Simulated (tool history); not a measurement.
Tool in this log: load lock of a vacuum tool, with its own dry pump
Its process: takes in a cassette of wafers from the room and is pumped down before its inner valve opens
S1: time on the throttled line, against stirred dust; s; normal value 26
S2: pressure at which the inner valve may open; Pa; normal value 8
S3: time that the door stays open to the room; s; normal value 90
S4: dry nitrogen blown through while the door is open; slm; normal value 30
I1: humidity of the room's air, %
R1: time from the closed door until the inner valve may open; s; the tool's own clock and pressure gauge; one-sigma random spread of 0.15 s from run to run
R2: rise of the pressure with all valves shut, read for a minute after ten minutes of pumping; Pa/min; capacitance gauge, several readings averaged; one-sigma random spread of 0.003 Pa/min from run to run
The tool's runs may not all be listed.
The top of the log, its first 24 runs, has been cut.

Run 25, day 160.846: usual settings but S1 44 s, S3 192 s, S4 29 slm; I1 44. Result: R1 53.4 s, R2 0.098 Pa/min.
Run 26, day 168.725: usual settings but S1 47 s, S3 85 s, S4 35 slm; I1 45.5. Result: R1 56.3 s, R2 0.081 Pa/min.
Run 27, day 176.783: usual settings but S2 7 Pa, S4 26 slm; I1 45.8. Result: R1 38 s, R2 0.088 Pa/min.
Run 28, day 183.458: usual settings but S1 28 s, S4 26 slm; I1 48. Result: R1 39.5 s, R2 0.087 Pa/min.
Run 29, day 192.546: usual settings but S1 24 s, S3 59 s; I1 45.8. Result: R1 36.2 s, R2 0.08 Pa/min.
Run 30, day 196.725: usual settings but S1 24 s, S3 59 s; I1 46.4. Result: R1 36.2 s, R2 0.086 Pa/min.
Run 31, day 202.754: usual settings but S1 41 s, S3 52 s; I1 48.1. Result: R1 51.2 s, R2 0.081 Pa/min.
Run 32, day 210.4: usual settings but S1 41 s, S3 52 s; I1 43.5. Result: R1 51 s, R2 0.081 Pa/min.
Run 33, day 216.262: usual settings but S1 25 s, S4 5 slm; I1 44.8. Result: R1 37.1 s, R2 0.112 Pa/min.
At day 217.171: dry pump taken out, an overhauled one fitted.
Run 34, day 223.975: usual settings but S1 25 s, S4 5 slm; I1 45.7. Result: R1 35.1 s, R2 0.117 Pa/min.
Run 35, day 230.412: usual settings but S1 30 s, S2 10 Pa, S3 68 s, S4 24 slm; I1 45.8. Result: R1 39.2 s, R2 0.094 Pa/min.
Run 36, day 235.412: usual settings but S1 30 s, S2 10 Pa, S3 68 s, S4 24 slm; I1 44.2. Result: R1 39.1 s, R2 0.095 Pa/min.
Run 37, day 244.917: usual settings but S3 26 s; I1 42.8. Result: R1 36 s, R2 0.08 Pa/min.

Alternative continuations, all from the tool just after run 37; predict every row:
Run A, day 254.567: usual settings but S1 30 s, S2 16 Pa, S3 95 s; I1 45.2. Result: R1 ?, R2 ?.
Run B, day 254.567: usual settings but S3 139 s; I1 45.2. Result: R1 ?, R2 ?.
Run C, day 254.567: usual settings but S2 9 Pa, S3 39 s, S4 12 slm; I1 45.6. Result: R1 ?, R2 ?.

run    R1     R2
  A  38.8  0.099
  B  36.1  0.107
  C  35.6  0.092
Stripped of hidden state, with their random variation kept, the same runs would have yielded:
run    R1     R2
  A  38.8  0.042
  B  36.2   0.05
  C  35.7  0.036

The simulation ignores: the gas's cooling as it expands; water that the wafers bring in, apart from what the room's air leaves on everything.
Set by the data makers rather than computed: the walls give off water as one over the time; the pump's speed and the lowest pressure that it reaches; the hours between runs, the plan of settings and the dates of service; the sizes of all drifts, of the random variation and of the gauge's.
